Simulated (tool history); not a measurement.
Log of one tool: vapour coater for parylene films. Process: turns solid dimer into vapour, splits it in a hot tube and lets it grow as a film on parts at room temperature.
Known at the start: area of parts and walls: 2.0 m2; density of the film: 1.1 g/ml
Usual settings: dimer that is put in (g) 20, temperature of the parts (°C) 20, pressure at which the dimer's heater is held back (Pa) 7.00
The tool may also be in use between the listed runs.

| run | hour | dimer that is put in (g) | temperature of the parts (°C) | pressure at which the dimer's heater is held back (Pa) | thickness of the film (um) |
|---|---|---|---|---|---|
| 1 | 0.0 | 20 | 20 | 7.00 | 4.90 |
| 2 | 31.4 | 20 | 20 | 7.00 | 4.88 |
| 3 | 73.8 | 20 | 20 | 7.00 | 4.84 |
| 4 | 91.6 | 20 | 20 | 7.00 | 4.78 |
| 5 | 124.7 | 20 | 20 | 7.00 | 4.82 |
| 6 | 145.0 | 20 | 20 | 7.00 | 4.78 |
| 7 | 167.0 | 20 | 20 | 7.00 | 4.77 |
| 8 | 197.9 | 20 | 20 | 7.00 | 4.73 |
| 9 | 222.3 | 20 | 20 | 7.00 | 4.72 |
| 10 | 265.8 | 20 | 20 | 7.00 | 4.69 |
| 11 | 287.1 | 12 | 20 | 7.00 | 2.82 |
| 12 | 314.4 | 12 | 20 | 7.00 | 2.76 |
| 13 | 345.8 | 12 | 20 | 7.00 | 2.75 |
|  | 379.3 | trap's valve overhauled |
| 14 | 392.4 | 12 | 31 | 6.70 | 2.47 |
| 15 | 416.8 | 11 | 22 | 7.00 | 2.60 |
| 16 | 458.2 | 18 | 26 | 11.29 | 3.64 |
| 17 | 477.4 | 18 | 26 | 11.29 | 3.64 |
| 18 | 514.9 | 18 | 26 | 11.29 | 3.64 |
| 19 | 533.5 | 18 | 30 | 7.86 | 3.58 |
| 20 | 555.6 | 11 | 31 | 11.11 | 2.00 |
| 21 | 586.3 | 20 | 20 | 5.99 | 4.95 |
| 22 | 611.0 | 20 | 20 | 5.99 | 4.90 |
| 23 | 635.8 | 20 | 20 | 7.00 | 4.73 |
| 24 | 674.9 | 20 | 20 | 7.00 | 4.67 |
| 25 | 705.8 | 20 | 20 | 7.00 | 4.68 |

3 ways to go on from here, each from the tool as it stands after run 25. What would each give?
| A | 725.1 | 16 | 21 | 7.00 | ? |
| B | 725.1 | 31 | 27 | 5.96 | ? |
| C | 725.1 | 27 | 20 | 5.42 | ? |

| run | thickness of the film (um) |
|---|---|
| A | 3.68 |
| B | 6.59 |
| C | 6.58 |
Without the tool's hidden state the same runs would have given:
| run | thickness of the film (um) |
|---|---|
| A | 3.84 |
| B | 6.89 |
| C | 6.88 |
